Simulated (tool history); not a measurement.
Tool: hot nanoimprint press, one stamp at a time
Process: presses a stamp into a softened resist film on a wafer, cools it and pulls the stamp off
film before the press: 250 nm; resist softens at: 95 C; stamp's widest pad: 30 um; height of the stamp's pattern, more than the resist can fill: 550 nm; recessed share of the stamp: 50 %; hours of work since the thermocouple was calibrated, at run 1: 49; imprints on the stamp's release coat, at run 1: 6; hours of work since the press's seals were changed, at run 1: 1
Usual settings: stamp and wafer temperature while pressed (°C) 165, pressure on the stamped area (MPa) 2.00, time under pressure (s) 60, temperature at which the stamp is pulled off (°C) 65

run,day,stamp and wafer temperature while pressed (°C),pressure on the stamped area (MPa),time under pressure (s),temperature at which the stamp is pulled off (°C),hours of work since the thermocouple was calibrated,imprints on the stamp's release coat,hours of work since the press's seals were changed,resist left under the stamp's widest pad (Å),greatest force while the stamp is pulled off (N)
1,0.000,165,2.00,60,65,49,6,1,1020,188
2,1.525,165,2.00,60,65,70,160,22,1035,192
3,2.775,165,2.00,60,65,86,285,38,1041,184
4,4.667,165,2.00,60,65,112,475,64,1022,186
5,6.933,165,2.00,60,65,143,703,95,1046,191
# day 7.421: stamp cleaned and given a new release coat
6,9.333,165,2.00,60,58,172,192,124,1043,203
7,10.788,165,2.00,60,58,191,338,143,1043,201
8,12.033,165,2.00,60,58,208,463,160,1038,207
9,14.367,165,2.00,60,58,240,697,192,1036,202
# day 14.925: stamp cleaned and given a new release coat
10,16.567,165,1.37,60,63,266,166,218,1225,189
11,18.662,165,2.44,43,61,295,376,247,1078,198
12,21.008,165,2.44,43,61,326,612,278,1068,204
# day 22.396: stamp cleaned and given a new release coat
13,23.488,172,2.44,62,58,357,109,309,655,202
14,25.408,157,2.00,60,60,383,302,335,1489,199
15,27.183,165,1.53,86,65,407,481,359,1030,184
# day 27.496: plate thermocouple calibrated
16,28.575,165,1.53,113,68,15,608,376,922,180
# day 29.875: stamp cleaned and given a new release coat
17,30.946,164,1.33,34,63,43,107,404,1544,198
18,32.325,171,2.00,60,55,62,245,423,761,209

Hidden state at the last listed run before each entry between runs and at the first one after, where it differs:
Between runs 5 and 6: stamp cleaned and given a new release coat (day 7.421)
  pressure that arrives at the usual setting, %: 100 -> 99.99; grip of the stamp's worn release coat, % over a new coat's: 0.2 -> 0.1
Between runs 9 and 10: stamp cleaned and given a new release coat (day 14.925)
  grip of the stamp's worn release coat, % over a new coat's: 0.2 -> 0.1
Between runs 12 and 13: stamp cleaned and given a new release coat (day 22.396)
  pressure that arrives at the usual setting, %: 99.97 -> 99.96; grip of the stamp's worn release coat, % over a new coat's: 0.2 -> 0
Between runs 15 and 16: plate thermocouple calibrated (day 27.496)
  true temperature over the reading, C: -0.03 -> 0
Between runs 16 and 17: stamp cleaned and given a new release coat (day 29.875)
  pressure that arrives at the usual setting, %: 99.96 -> 99.95; grip of the stamp's worn release coat, % over a new coat's: 0.2 -> 0

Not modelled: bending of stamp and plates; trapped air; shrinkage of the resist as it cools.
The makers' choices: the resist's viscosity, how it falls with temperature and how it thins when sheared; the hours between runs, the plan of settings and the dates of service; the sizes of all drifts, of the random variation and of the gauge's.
